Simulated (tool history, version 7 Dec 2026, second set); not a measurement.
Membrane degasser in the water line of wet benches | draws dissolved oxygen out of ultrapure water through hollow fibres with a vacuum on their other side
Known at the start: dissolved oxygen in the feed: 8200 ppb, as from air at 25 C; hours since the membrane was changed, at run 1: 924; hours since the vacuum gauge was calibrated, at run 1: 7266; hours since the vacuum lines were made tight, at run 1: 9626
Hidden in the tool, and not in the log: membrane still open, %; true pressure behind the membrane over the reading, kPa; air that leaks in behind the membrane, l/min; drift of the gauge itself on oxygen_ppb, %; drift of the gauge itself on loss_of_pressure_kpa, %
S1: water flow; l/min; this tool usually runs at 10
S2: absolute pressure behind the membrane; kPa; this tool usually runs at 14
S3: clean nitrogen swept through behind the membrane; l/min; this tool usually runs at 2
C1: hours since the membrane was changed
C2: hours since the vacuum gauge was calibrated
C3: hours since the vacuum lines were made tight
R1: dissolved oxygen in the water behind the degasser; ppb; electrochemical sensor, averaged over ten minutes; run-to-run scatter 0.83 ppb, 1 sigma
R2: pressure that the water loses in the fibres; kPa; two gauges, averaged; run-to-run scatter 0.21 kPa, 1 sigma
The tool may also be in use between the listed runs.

{"run": 1, "hour": 0.0, "S1": 10, "S2": 14, "S3": 2, "C1": 924, "C2": 7266, "C3": 9626, "R1": 140.8, "R2": 49.82}
{"run": 2, "hour": 33.9, "S1": 10, "S2": 14, "S3": 2, "C1": 958, "C2": 7300, "C3": 9660, "R1": 141.2, "R2": 50.06}
{"run": 3, "hour": 72.9, "S1": 10, "S2": 14, "S3": 2, "C1": 997, "C2": 7339, "C3": 9699, "R1": 143.6, "R2": 50.42}
{"run": 4, "hour": 98.0, "S1": 10, "S2": 14, "S3": 2, "C1": 1022, "C2": 7364, "C3": 9724, "R1": 142.3, "R2": 49.97}
{"run": 5, "hour": 131.9, "S1": 8, "S2": 14, "S3": 2, "C1": 1056, "C2": 7398, "C3": 9758, "R1": 113.2, "R2": 39.93}
{"run": 6, "hour": 173.7, "S1": 8, "S2": 14, "S3": 2, "C1": 1098, "C2": 7440, "C3": 9800, "R1": 113.4, "R2": 40.06}
{"run": 7, "hour": 209.0, "S1": 8, "S2": 14, "S3": 2, "C1": 1133, "C2": 7475, "C3": 9835, "R1": 113.2, "R2": 40.46}
{"run": 8, "hour": 242.0, "S1": 8, "S2": 14, "S3": 2, "C1": 1166, "C2": 7508, "C3": 9868, "R1": 116, "R2": 40.3}
{"run": 9, "hour": 278.9, "S1": 6, "S2": 14, "S3": 2, "C1": 1203, "C2": 7545, "C3": 9905, "R1": 87.5, "R2": 29.98}
{"run": 10, "hour": 317.0, "S1": 7, "S2": 14, "S3": 2, "C1": 1241, "C2": 7583, "C3": 9943, "R1": 99.7, "R2": 35.1}
{"run": 11, "hour": 358.8, "S1": 7, "S2": 14, "S3": 2, "C1": 1283, "C2": 7625, "C3": 9985, "R1": 101.1, "R2": 34.76}
{"run": 12, "hour": 387.7, "S1": 7, "S2": 14, "S3": 2, "C1": 1312, "C2": 7654, "C3": 10014, "R1": 101, "R2": 35.25}
{"run": 13, "hour": 432.3, "S1": 7, "S2": 14, "S3": 2, "C1": 1356, "C2": 7698, "C3": 10058, "R1": 99.7, "R2": 35.35}
{"run": 14, "hour": 483.2, "S1": 7, "S2": 8.6, "S3": 2, "C1": 1407, "C2": 7749, "C3": 10109, "R1": 52.5, "R2": 35.34}
{"run": 15, "hour": 519.4, "S1": 7, "S2": 8.6, "S3": 2, "C1": 1443, "C2": 7785, "C3": 10146, "R1": 52, "R2": 35.45}
{"run": 16, "hour": 562.9, "S1": 10, "S2": 15.1, "S3": 2, "C1": 1487, "C2": 7829, "C3": 10189, "R1": 155.9, "R2": 50.33}
{"run": 17, "hour": 596.8, "S1": 10, "S2": 28.4, "S3": 2, "C1": 1521, "C2": 7863, "C3": 10223, "R1": 313.2, "R2": 49.94}
{"run": 18, "hour": 622.0, "S1": 11, "S2": 12.3, "S3": 2.37, "C1": 1546, "C2": 7888, "C3": 10248, "R1": 115.7, "R2": 55.68}
{"run": 19, "hour": 658.1, "S1": 16, "S2": 19.6, "S3": 2.87, "C1": 1582, "C2": 7924, "C3": 10284, "R1": 242.4, "R2": 80.4}
{"run": 20, "hour": 690.4, "S1": 16, "S2": 19.6, "S3": 2.87, "C1": 1614, "C2": 7956, "C3": 10317, "R1": 243, "R2": 80.71}
{"run": 21, "hour": 725.1, "S1": 16, "S2": 19.6, "S3": 2.87, "C1": 1649, "C2": 7991, "C3": 10351, "R1": 244, "R2": 80.04}
{"run": 22, "hour": 773.0, "S1": 8, "S2": 19.2, "S3": 2, "C1": 1697, "C2": 8039, "C3": 10399, "R1": 165.7, "R2": 40.23}
{"run": 23, "hour": 822.9, "S1": 10, "S2": 10.6, "S3": 2, "C1": 1747, "C2": 8089, "C3": 10449, "R1": 101.3, "R2": 50.46}
{"run": 24, "hour": 849.9, "S1": 10, "S2": 10.6, "S3": 2, "C1": 1774, "C2": 8116, "C3": 10476, "R1": 100.8, "R2": 49.84}
{"run": 25, "hour": 879.4, "S1": 10, "S2": 10.6, "S3": 2, "C1": 1803, "C2": 8145, "C3": 10506, "R1": 100.9, "R2": 49.98}
{"run": 26, "hour": 905.7, "S1": 12, "S2": 21.6, "S3": 1.48, "C1": 1830, "C2": 8172, "C3": 10532, "R1": 367.5, "R2": 60.67}
{"run": 27, "hour": 934.0, "S1": 10, "S2": 9.6, "S3": 5.32, "C1": 1858, "C2": 8200, "C3": 10560, "R1": 36.9, "R2": 50.52}
{"run": 28, "hour": 984.9, "S1": 9, "S2": 14, "S3": 2, "C1": 1909, "C2": 8251, "C3": 10611, "R1": 129.1, "R2": 45.57}
{"run": 29, "hour": 1026.1, "S1": 6, "S2": 14, "S3": 2, "C1": 1950, "C2": 8292, "C3": 10652, "R1": 87.8, "R2": 30.39}
{"run": 30, "hour": 1048.3, "S1": 6, "S2": 16.7, "S3": 1.15, "C1": 1972, "C2": 8314, "C3": 10674, "R1": 183.5, "R2": 30.3}
{"run": 31, "hour": 1090.4, "S1": 10, "S2": 14.5, "S3": 3.78, "C1": 2014, "C2": 8356, "C3": 10717, "R1": 83.2, "R2": 50.37}
{"run": 32, "hour": 1117.0, "S1": 11, "S2": 14.5, "S3": 4.8, "C1": 2041, "C2": 8383, "C3": 10743, "R1": 74.5, "R2": 55.31}

Consider 4 possible next runs. They are alternatives, not a sequence: every one starts from the tool as it was left by run 32. What does each give?
{"run": "A", "hour": 1162.6, "S1": 8, "S2": 8.8, "S3": 1.73, "C1": 2087, "C2": 8429, "C3": 10789, "R1": "?", "R2": "?"}
{"run": "B", "hour": 1162.6, "S1": 15, "S2": 16.6, "S3": 1.51, "C1": 2087, "C2": 8429, "C3": 10789, "R1": "?", "R2": "?"}
{"run": "C", "hour": 1162.6, "S1": 15, "S2": 10.2, "S3": 1.04, "C1": 2087, "C2": 8429, "C3": 10789, "R1": "?", "R2": "?"}
{"run": "D", "hour": 1162.6, "S1": 13, "S2": 14, "S3": 2, "C1": 2087, "C2": 8429, "C3": 10789, "R1": "?", "R2": "?"}

run=A R1=70.9 R2=40.71
run=B R1=330.8 R2=74.99
run=C R1=255.9 R2=75.29
run=D R1=184.3 R2=65.6
The same runs, with their run-to-run variation unchanged, on a tool lacking any hidden condition would have given:
run=A R1=65.6 R2=40.51
run=B R1=319.6 R2=74.61
run=C R1=244.8 R2=74.91
run=D R1=176.4 R2=65.27
